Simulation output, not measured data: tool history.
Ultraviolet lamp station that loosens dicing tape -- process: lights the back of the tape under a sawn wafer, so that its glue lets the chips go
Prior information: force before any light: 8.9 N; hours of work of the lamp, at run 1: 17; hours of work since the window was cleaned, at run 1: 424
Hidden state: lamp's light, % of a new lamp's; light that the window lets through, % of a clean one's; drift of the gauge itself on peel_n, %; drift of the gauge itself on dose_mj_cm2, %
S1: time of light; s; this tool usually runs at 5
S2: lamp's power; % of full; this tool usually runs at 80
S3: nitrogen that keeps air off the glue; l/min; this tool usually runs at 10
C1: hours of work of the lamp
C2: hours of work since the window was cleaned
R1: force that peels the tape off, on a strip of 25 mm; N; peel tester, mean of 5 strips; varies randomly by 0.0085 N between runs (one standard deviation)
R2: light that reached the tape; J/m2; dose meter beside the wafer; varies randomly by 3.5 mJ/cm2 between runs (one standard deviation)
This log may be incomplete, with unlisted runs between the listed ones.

run     day  S1  S2  S3   C1   C2     R1    R2
  1   0.000   5  80  10   17  424  0.416  5480
  2   1.308   5  71  10   39  446  0.573  4780
  3   2.262   3  80  10   55  462  1.423  3240
  4   3.804   3  80  10   81  488  1.410  3190
  5   5.350   3  80  10  107  514  1.454  3170
  6   6.104   3  80  10  119  527  1.448  3160
  7   7.483   5  76  10  142  550  0.537  4810
  8   8.175   5  76  10  154  561  0.549  4840
  9   9.308   5  80  10  173  580  0.501  5080
 10  10.333   5  80  10  190  598  0.501  5010
     10.825  -- window cleaned of glue's vapour
 11  11.275   5  80  10  206    8  0.452  5280
 12  12.179   5  80  10  221   23  0.445  5180
 13  13.442   5  80  10  242   44  0.494  5180
 14  14.479   5  80  13  260   61  0.455  5090
 15  15.692   5  80  13  280   82  0.433  5000
 16  16.533   5  80  10  294   96  0.527  5020
 17  17.667   5  80  10  313  115  0.548  4920
 18  18.792   5  80  10  332  134  0.551  4800
 19  20.292   5  75  10  357  159  0.667  4500
 20  21.058   5  80  10  370  172  0.594  4740
 21  21.829   5  80  10  383  185  0.580  4690
 22  22.783   5  64  10  399  201  1.033  3730
 23  24.008   4  86   6  420  222  1.168  3960
 24  25.104   4  86   6  438  240  1.164  3910
 25  25.892  10  86  13  451  253  0.097  9700
 26  26.554  10  86  13  463  264  0.097  9710
 27  27.258  10  86  13  474  276  0.088  9530
 28  28.062   5  64  10  488  290  1.123  3510
 29  28.933   6  60   4  503  304  1.437  3980
 30  30.446   7  80  10  528  330  0.309  6020
 31  31.604   7  80  14  547  349  0.273  5930
 32  33.004   7  76   7  571  373  0.477  5550
 33  33.992   7  76   7  588  389  0.517  5430
 34  35.546   7  76   7  614  416  0.515  5340
 35  36.896   5  89   8  636  438  0.791  4400
 36  38.412   6  99   4  662  464  0.616  5780
 37  39.912   9  72  15  687  489  0.238  6130
 38  40.967   9  99   5  705  507  0.193  8470
 39  42.188   3  91   3  725  527  2.936  2500
 40  42.908   6  86  20  737  539  0.429  4760
 41  44.108   6  62  20  758  559  0.974  3390
 42  45.038   6  62  20  773  575  0.995  3330

Below, some changes in R1 between adjacent runs. For each, the amount present without the hidden state too (settings, incoming material, random variation) and the amount remaining for the hidden state with gauge scatter not shared by both compared results:
Run 27 -> 28: S1 10 -> 5, S2 86 -> 64, S3 13 -> 10. R1 +1.035 N: hidden state +0.503, all else +0.532.
Run 29 -> 30: S1 6 -> 7, S2 60 -> 80, S3 4 -> 10. R1 -1.128 N: hidden state -0.468, all else -0.660.
Run 38 -> 39: S1 9 -> 3, S2 99 -> 91, S3 5 -> 3. R1 +2.743 N: hidden state +1.240, all else +1.503.
Run 39 -> 40: S1 3 -> 6, S2 91 -> 86, S3 3 -> 20. R1 -2.507 N: hidden state -1.051, all else -1.456.

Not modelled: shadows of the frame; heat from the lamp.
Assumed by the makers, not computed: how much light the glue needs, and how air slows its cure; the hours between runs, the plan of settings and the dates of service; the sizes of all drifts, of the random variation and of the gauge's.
